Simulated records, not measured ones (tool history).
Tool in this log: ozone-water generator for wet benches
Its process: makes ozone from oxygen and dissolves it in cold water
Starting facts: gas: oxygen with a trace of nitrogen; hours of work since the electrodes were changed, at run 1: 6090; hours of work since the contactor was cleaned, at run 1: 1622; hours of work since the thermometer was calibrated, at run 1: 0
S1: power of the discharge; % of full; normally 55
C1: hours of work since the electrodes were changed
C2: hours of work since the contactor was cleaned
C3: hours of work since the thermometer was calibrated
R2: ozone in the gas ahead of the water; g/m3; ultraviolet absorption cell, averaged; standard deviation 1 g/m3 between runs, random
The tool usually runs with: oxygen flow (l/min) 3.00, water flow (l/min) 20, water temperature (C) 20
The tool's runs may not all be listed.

{"run": 1, "day": 0.0, "S1": 55, "oxygen flow (l/min)": 3.0, "water flow (l/min)": 20, "water temperature (C)": 20, "C1": 6090, "C2": 1622, "C3": 0, "dissolved ozone (ppm)": 11.3, "R2": 154.8}
{"run": 2, "day": 6.667, "S1": 55, "oxygen flow (l/min)": 3.0, "water flow (l/min)": 20, "water temperature (C)": 20, "C1": 6231, "C2": 1763, "C3": 141, "dissolved ozone (ppm)": 11.2, "R2": 153.8}
{"run": 3, "day": 15.354, "S1": 55, "oxygen flow (l/min)": 3.0, "water flow (l/min)": 16, "water temperature (C)": 20, "C1": 6415, "C2": 1947, "C3": 325, "dissolved ozone (ppm)": 13.2, "R2": 150.8}
{"run": 4, "day": 20.083, "S1": 55, "oxygen flow (l/min)": 3.0, "water flow (l/min)": 20, "water temperature (C)": 20, "C1": 6515, "C2": 2048, "C3": 425, "dissolved ozone (ppm)": 10.8, "R2": 152.2}
{"run": 5, "day": 25.425, "S1": 55, "oxygen flow (l/min)": 3.0, "water flow (l/min)": 14, "water temperature (C)": 20, "C1": 6628, "C2": 2161, "C3": 539, "dissolved ozone (ppm)": 14.3, "R2": 152.4}
{"run": 6, "day": 31.129, "S1": 75, "oxygen flow (l/min)": 3.0, "water flow (l/min)": 20, "water temperature (C)": 20, "C1": 6749, "C2": 2282, "C3": 660, "dissolved ozone (ppm)": 12.6, "R2": 176.4}
{"run": 7, "day": 39.717, "S1": 75, "oxygen flow (l/min)": 1.94, "water flow (l/min)": 20, "water temperature (C)": 20, "C1": 6931, "C2": 2464, "C3": 841, "dissolved ozone (ppm)": 10.8, "R2": 205.7}
{"run": 8, "day": 44.183, "S1": 75, "oxygen flow (l/min)": 1.94, "water flow (l/min)": 20, "water temperature (C)": 20, "C1": 7026, "C2": 2558, "C3": 936, "dissolved ozone (ppm)": 10.7, "R2": 206.0}
{"run": 9, "day": 51.692, "S1": 75, "oxygen flow (l/min)": 1.94, "water flow (l/min)": 20, "water temperature (C)": 20, "C1": 7185, "C2": 2717, "C3": 1095, "dissolved ozone (ppm)": 10.8, "R2": 203.3}
{"run": 10, "day": 57.567, "S1": 75, "oxygen flow (l/min)": 1.94, "water flow (l/min)": 20, "water temperature (C)": 20, "C1": 7309, "C2": 2842, "C3": 1220, "dissolved ozone (ppm)": 10.5, "R2": 203.3}
{"run": 11, "day": 64.008, "S1": 55, "oxygen flow (l/min)": 3.0, "water flow (l/min)": 27, "water temperature (C)": 20, "C1": 7446, "C2": 2978, "C3": 1356, "dissolved ozone (ppm)": 8.1, "R2": 146.3}
{"run": 12, "day": 72.521, "S1": 55, "oxygen flow (l/min)": 3.0, "water flow (l/min)": 27, "water temperature (C)": 20, "C1": 7626, "C2": 3159, "C3": 1537, "dissolved ozone (ppm)": 8.0, "R2": 147.2}
{"run": 13, "day": 77.05, "S1": 55, "oxygen flow (l/min)": 3.61, "water flow (l/min)": 27, "water temperature (C)": 20, "C1": 7722, "C2": 3255, "C3": 1632, "dissolved ozone (ppm)": 8.6, "R2": 138.1}
{"run": 14, "day": 86.038, "S1": 55, "oxygen flow (l/min)": 3.61, "water flow (l/min)": 27, "water temperature (C)": 20, "C1": 7912, "C2": 3445, "C3": 1823, "dissolved ozone (ppm)": 8.5, "R2": 136.0}
{"run": 15, "day": 90.754, "S1": 68, "oxygen flow (l/min)": 5.04, "water flow (l/min)": 19, "water temperature (C)": 14, "C1": 8012, "C2": 3545, "C3": 1923, "dissolved ozone (ppm)": 14.6, "R2": 132.6}
{"day": 92.25, "done": "contactor cleaned"}
{"run": 16, "day": 99.054, "S1": 89, "oxygen flow (l/min)": 5.04, "water flow (l/min)": 19, "water temperature (C)": 14, "C1": 8185, "C2": 144, "C3": 2095, "dissolved ozone (ppm)": 17.3, "R2": 153.6}
{"run": 17, "day": 103.058, "S1": 55, "oxygen flow (l/min)": 3.0, "water flow (l/min)": 12, "water temperature (C)": 20, "C1": 8270, "C2": 229, "C3": 2180, "dissolved ozone (ppm)": 15.4, "R2": 143.2}
{"run": 18, "day": 110.092, "S1": 55, "oxygen flow (l/min)": 3.0, "water flow (l/min)": 12, "water temperature (C)": 20, "C1": 8419, "C2": 378, "C3": 2329, "dissolved ozone (ppm)": 15.5, "R2": 142.9}
{"run": 19, "day": 115.196, "S1": 85, "oxygen flow (l/min)": 3.0, "water flow (l/min)": 13, "water temperature (C)": 21, "C1": 8527, "C2": 486, "C3": 2437, "dissolved ozone (ppm)": 17.9, "R2": 179.6}
{"run": 20, "day": 124.246, "S1": 85, "oxygen flow (l/min)": 3.0, "water flow (l/min)": 13, "water temperature (C)": 21, "C1": 8719, "C2": 678, "C3": 2629, "dissolved ozone (ppm)": 17.4, "R2": 175.8}
{"run": 21, "day": 131.979, "S1": 85, "oxygen flow (l/min)": 3.06, "water flow (l/min)": 13, "water temperature (C)": 23, "C1": 8882, "C2": 842, "C3": 2793, "dissolved ozone (ppm)": 16.9, "R2": 173.9}

Expected results for the next run?
{"run": 22, "day": 140.167, "S1": 64, "oxygen flow (l/min)": 4.26, "water flow (l/min)": 20, "water temperature (C)": 20, "C1": 9056, "C2": 1015, "C3": 2966, "dissolved ozone (ppm)": "?", "R2": "?"}

{"run 22": {"dissolved ozone (ppm)": 12.2, "R2": 133.4}}
With the hidden condition absent and the run-to-run variation left alone, this run would have shown dissolved ozone (ppm) 16.3, R2 174.1 g/m3.
